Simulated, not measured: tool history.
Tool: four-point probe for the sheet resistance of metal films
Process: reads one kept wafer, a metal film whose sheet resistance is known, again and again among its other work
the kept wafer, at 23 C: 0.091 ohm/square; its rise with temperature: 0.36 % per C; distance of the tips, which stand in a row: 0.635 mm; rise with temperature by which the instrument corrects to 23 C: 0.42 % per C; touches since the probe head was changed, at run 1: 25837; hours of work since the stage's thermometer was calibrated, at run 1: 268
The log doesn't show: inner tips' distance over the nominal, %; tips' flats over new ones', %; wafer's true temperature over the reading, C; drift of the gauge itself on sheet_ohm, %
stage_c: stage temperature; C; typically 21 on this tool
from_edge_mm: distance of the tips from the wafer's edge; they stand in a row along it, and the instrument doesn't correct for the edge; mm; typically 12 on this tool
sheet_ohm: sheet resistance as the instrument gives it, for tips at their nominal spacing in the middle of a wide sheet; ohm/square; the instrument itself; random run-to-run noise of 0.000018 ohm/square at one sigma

run	hour	stage_c	from_edge_mm	touches since the probe head was changed	hours of work since the stage's thermometer was calibrated	sheet_ohm
1	0.0	21	12	25837	268	0.091454
2	38.9	20	12	27017	290	0.091499
3	81.4	33	12	28308	313	0.090847
4	137.3	27	12	30003	344	0.091135
5	161.3	21	12	30731	358	0.091375
6	212.6	21	12	32287	386	0.091364
7	256.8	21	12	33628	410	0.091375
8	287.6	21	12	34565	427	0.091364
9	342.9	24	12	36241	458	0.091209
10	389.2	21	12	37647	484	0.091313
11	427.4	21	12	38807	505	0.091252
12	467.8	21	12	40032	527	0.091305
13	495.7	21	12	40877	542	0.091226
14	550.5	21	12	42541	573	0.091261
15	600.7	21	12	44065	601	0.091223
16	632.8	21	13	45039	618	0.091200
17	676.2	21	13	46357	642	0.091190
18	724.7	21	13	47827	669	0.091186
19	763.6	21	13	49009	691	0.091123
20	807.5	24	5	50340	715	0.091665
# hour 811.4: stage's thermometer calibrated
21	855.1	18	6	51768	24	0.091649
22	901.9	32	6	53189	50	0.090967
23	946.8	25	9	54551	75	0.090974
24	986.5	30	11	55756	97	0.090632
25	1032.9	30	11	57163	122	0.090632
# hour 1037.9: stage's thermometer calibrated, once more
26	1059.5	30	11	57956	12	0.090725
27	1094.6	33	5	59021	31	0.091191
28	1118.4	33	5	59743	45	0.091186
29	1163.2	28	5	61103	69	0.091414
30	1202.5	30	29	62297	91	0.090541
31	1237.1	30	29	63346	110	0.090532
32	1262.2	30	29	64106	124	0.090513
33	1288.3	28	40	64899	138	0.090628
34	1320.1	29	37	65863	156	0.090544
35	1355.2	33	6	66930	175	0.090885
36	1410.5	33	15	68608	206	0.090437
37	1449.4	19	59	69787	227	0.091001

Here are 3 independent what-if runs from the current tool condition. What would each one return?
A	1491.8	22	12	71074	251	?
B	1491.8	28	37	71074	251	?
C	1491.8	21	4	71074	251	?

run	sheet_ohm
A	0.090936
B	0.090521
C	0.092073
What these runs would have given with no unlogged condition in the tool:
run	sheet_ohm
A	0.091184
B	0.090767
C	0.092324

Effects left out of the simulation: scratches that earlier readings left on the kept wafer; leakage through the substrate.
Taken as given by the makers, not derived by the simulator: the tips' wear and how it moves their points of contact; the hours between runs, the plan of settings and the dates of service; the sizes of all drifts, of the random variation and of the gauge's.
